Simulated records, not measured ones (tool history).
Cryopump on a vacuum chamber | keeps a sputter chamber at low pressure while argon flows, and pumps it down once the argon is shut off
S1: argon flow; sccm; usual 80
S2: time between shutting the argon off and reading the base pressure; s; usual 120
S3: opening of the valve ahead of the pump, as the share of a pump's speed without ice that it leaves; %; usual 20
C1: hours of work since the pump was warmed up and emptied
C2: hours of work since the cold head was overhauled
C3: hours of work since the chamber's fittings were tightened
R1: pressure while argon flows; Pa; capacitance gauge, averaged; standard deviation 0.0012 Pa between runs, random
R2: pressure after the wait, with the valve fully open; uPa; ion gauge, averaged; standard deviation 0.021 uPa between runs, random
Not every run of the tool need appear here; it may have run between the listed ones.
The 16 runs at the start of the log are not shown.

Run 17, hour 548.2: usual settings but S1 133 sccm; C1 629; C2 1373; C3 427. Result: R1 0.5056 Pa, R2 0.79 uPa.
Run 18, hour 582.6: usual settings but S1 87 sccm, S2 117 s; C1 657; C2 1401; C3 455. Result: R1 0.3328 Pa, R2 0.84 uPa.
Run 19, hour 628.3: usual settings but S1 64 sccm, S2 94 s; C1 694; C2 1438; C3 492. Result: R1 0.2454 Pa, R2 0.94 uPa.
Run 20, hour 671.4: usual settings but S1 88 sccm, S2 222 s; C1 729; C2 1474; C3 527. Result: R1 0.3373 Pa, R2 0.82 uPa.
At hour 682.3: pump warmed up, emptied and cooled again.
Run 21, hour 706.6: usual settings but S1 38 sccm, S2 32 s, S3 35 %; C1 20; C2 1498; C3 552. Result: R1 0.0766 Pa, R2 1.24 uPa.
Run 22, hour 742.6: usual settings but S1 32 sccm, S2 20 s, S3 26 %; C1 49; C2 1528; C3 582. Result: R1 0.0865 Pa, R2 1.71 uPa.
Run 23, hour 784.8: usual settings but S1 60 sccm, S2 169 s; C1 84; C2 1562; C3 616. Result: R1 0.2100 Pa, R2 0.72 uPa.
Run 24, hour 832.3: usual settings but S1 61 sccm, S2 55 s, S3 55 %; C1 123; C2 1601; C3 655. Result: R1 0.0802 Pa, R2 1.05 uPa.
Run 25, hour 867.8: usual settings but S2 26 s, S3 42 %; C1 152; C2 1630; C3 684. Result: R1 0.1392 Pa, R2 1.52 uPa.
Run 26, hour 901.6: usual settings but S1 69 sccm, S2 42 s, S3 31 %; C1 179; C2 1658; C3 711. Result: R1 0.1595 Pa, R2 1.23 uPa.
Run 27, hour 936.2: usual settings but S1 69 sccm, S2 50 s, S3 31 %; C1 207; C2 1686; C3 740. Result: R1 0.1608 Pa, R2 1.18 uPa.
Run 28, hour 955.8: usual settings but S2 135 s; C1 223; C2 1702; C3 756. Result: R1 0.2858 Pa, R2 0.88 uPa.
Run 29, hour 983.2: usual settings but S1 98 sccm, S2 135 s, S3 48 %; C1 246; C2 1724; C3 778. Result: R1 0.1536 Pa, R2 0.91 uPa.
Run 30, hour 1006.7: usual settings but S1 98 sccm, S2 135 s, S3 48 %; C1 265; C2 1743; C3 797. Result: R1 0.1528 Pa, R2 0.97 uPa.
Run 31, hour 1047.3: usual settings but S1 62 sccm, S2 34 s, S3 21 %; C1 298; C2 1777; C3 830. Result: R1 0.2139 Pa, R2 1.53 uPa.
Run 32, hour 1073.3: usual settings but S1 149 sccm, S2 34 s, S3 31 %; C1 319; C2 1798; C3 852. Result: R1 0.3571 Pa, R2 1.54 uPa.
Run 33, hour 1104.7: usual settings but S1 149 sccm, S2 34 s, S3 31 %; C1 345; C2 1824; C3 877. Result: R1 0.3560 Pa, R2 1.57 uPa.
Run 34, hour 1137.3: usual settings but S1 39 sccm, S2 29 s; C1 372; C2 1850; C3 904. Result: R1 0.1402 Pa, R2 1.67 uPa.

Alternative continuations, all from the tool just after run 34; predict every row:
Run A, hour 1183.9: usual settings but S1 39 sccm, S2 29 s, S3 18 %; C1 410; C2 1888; C3 942. Result: R1 ?, R2 ?.
Run B, hour 1183.9: usual settings but S3 43 %; C1 410; C2 1888; C3 942. Result: R1 ?, R2 ?.
Run C, hour 1183.9: usual settings but S1 43 sccm, S2 187 s, S3 18 %; C1 410; C2 1888; C3 942. Result: R1 ?, R2 ?.
Run D, hour 1183.9: usual settings but S2 175 s; C1 410; C2 1888; C3 942. Result: R1 ?, R2 ?.

run      R1    R2
  A  0.1576  1.76
  B  0.1442  1.15
  C  0.1745  1.09
  D  0.2933  1.05
Stripped of hidden state, with their random variation kept, the same runs would have yielded:
run      R1    R2
  A  0.1502  0.89
  B  0.1289  0.31
  C  0.1663  0.24
  D  0.2780  0.22
